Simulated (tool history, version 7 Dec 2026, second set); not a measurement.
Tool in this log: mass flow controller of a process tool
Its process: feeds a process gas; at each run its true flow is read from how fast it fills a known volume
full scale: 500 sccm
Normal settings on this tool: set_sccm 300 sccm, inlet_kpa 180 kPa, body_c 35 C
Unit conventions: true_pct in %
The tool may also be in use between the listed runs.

Run 1, hour 0.0: usual settings. Result: true_pct 99.04 %.
Run 2, hour 334.8: usual settings but body_c 39 C. Result: true_pct 98.58 %.
Run 3, hour 733.1: usual settings but body_c 39 C. Result: true_pct 98.77 %.
Run 4, hour 996.8: usual settings but set_sccm 404 sccm. Result: true_pct 99.54 %.
Run 5, hour 1364.7: usual settings but set_sccm 404 sccm. Result: true_pct 99.62 %.
Run 6, hour 1599.5: usual settings but set_sccm 404 sccm. Result: true_pct 99.58 %.
Run 7, hour 1943.5: usual settings. Result: true_pct 99.31 %.
Run 8, hour 2316.9: usual settings. Result: true_pct 99.32 %.
Run 9, hour 2567.3: usual settings. Result: true_pct 99.50 %.
Run 10, hour 2742.8: usual settings. Result: true_pct 99.45 %.
Run 11, hour 2983.4: usual settings. Result: true_pct 99.55 %.
Run 12, hour 3256.0: usual settings. Result: true_pct 99.52 %.
Run 13, hour 3471.8: usual settings. Result: true_pct 99.49 %.
Run 14, hour 3892.3: usual settings but set_sccm 167 sccm. Result: true_pct 99.57 %.
Run 15, hour 4180.3: usual settings but set_sccm 151 sccm. Result: true_pct 99.54 %.
Run 16, hour 4564.9: usual settings but set_sccm 151 sccm. Result: true_pct 99.67 %.
Run 17, hour 4780.3: usual settings but set_sccm 151 sccm. Result: true_pct 99.72 %.
Run 18, hour 4950.3: usual settings but set_sccm 151 sccm. Result: true_pct 99.79 %.
Run 19, hour 5249.1: usual settings. Result: true_pct 99.85 %.
Run 20, hour 5648.1: usual settings but body_c 38 C. Result: true_pct 99.66 %.
Run 21, hour 6062.8: usual settings but body_c 38 C. Result: true_pct 99.70 %.
Run 22, hour 6266.5: usual settings but body_c 38 C. Result: true_pct 99.90 %.
Run 23, hour 6626.4: usual settings but inlet_kpa 221 kPa, body_c 21 C. Result: true_pct 101.16 %.
Run 24, hour 6925.3: usual settings but set_sccm 107 sccm, body_c 36 C. Result: true_pct 100.61 %.
Run 25, hour 7279.5: usual settings but set_sccm 335 sccm, inlet_kpa 219 kPa. Result: true_pct 100.50 %.
Run 26, hour 7538.4: usual settings but set_sccm 92 sccm, inlet_kpa 238 kPa, body_c 25 C. Result: true_pct 102.25 %.
Run 27, hour 7802.6: usual settings but set_sccm 209 sccm, inlet_kpa 263 kPa, body_c 33 C. Result: true_pct 100.80 %.
Run 28, hour 8000.6: usual settings but set_sccm 209 sccm, inlet_kpa 263 kPa, body_c 33 C. Result: true_pct 100.78 %.
Run 29, hour 8266.8: usual settings but set_sccm 177 sccm, inlet_kpa 171 kPa, body_c 26 C. Result: true_pct 101.04 %.
Run 30, hour 8572.5: usual settings but set_sccm 177 sccm, inlet_kpa 171 kPa, body_c 26 C. Result: true_pct 101.06 %.
Run 31, hour 8840.1: usual settings but inlet_kpa 189 kPa, body_c 24 C. Result: true_pct 101.25 %.
Run 32, hour 9155.8: usual settings but set_sccm 427 sccm, inlet_kpa 280 kPa, body_c 32 C. Result: true_pct 101.45 %.
Run 33, hour 9558.4: usual settings but set_sccm 427 sccm, inlet_kpa 280 kPa, body_c 32 C. Result: true_pct 101.37 %.
Run 34, hour 9774.8: usual settings but set_sccm 169 sccm, inlet_kpa 148 kPa, body_c 24 C. Result: true_pct 101.42 %.
Run 35, hour 9986.7: usual settings but set_sccm 169 sccm, inlet_kpa 148 kPa, body_c 24 C. Result: true_pct 101.53 %.
Run 36, hour 10290.6: usual settings but set_sccm 169 sccm, inlet_kpa 148 kPa, body_c 24 C. Result: true_pct 101.56 %.
Run 37, hour 10486.3: usual settings but set_sccm 169 sccm, inlet_kpa 148 kPa, body_c 24 C. Result: true_pct 101.70 %.
Run 38, hour 10838.1: usual settings but set_sccm 55 sccm, body_c 26 C. Result: true_pct 99.70 %.
Run 39, hour 11126.5: usual settings but set_sccm 498 sccm, body_c 28 C. Result: true_pct 101.10 %.
Run 40, hour 11466.4: usual settings but body_c 22 C. Result: true_pct 100.73 %.
Run 41, hour 11744.0: usual settings but body_c 22 C. Result: true_pct 100.67 %.
Run 42, hour 11993.2: usual settings but body_c 22 C. Result: true_pct 100.69 %.
Run 43, hour 12230.3: usual settings but body_c 22 C. Result: true_pct 100.84 %.
Run 44, hour 12608.9: usual settings but set_sccm 92 sccm, inlet_kpa 216 kPa. Result: true_pct 99.77 %.

Not shown: 1 entry that the log had between the listed runs. Between which runs, and how does the tool's hidden state differ before and after?
Between runs 37 and 38: controller's zero set anew (hour 10582.9)
  flow at rest that the sensor doesn't see, % of full scale: 0.718 -> 0.099; true flow over the shown one, %: 1.21 -> 1.23
  measured minus no-state result, true_pct: +3.34 -> +2.12 %
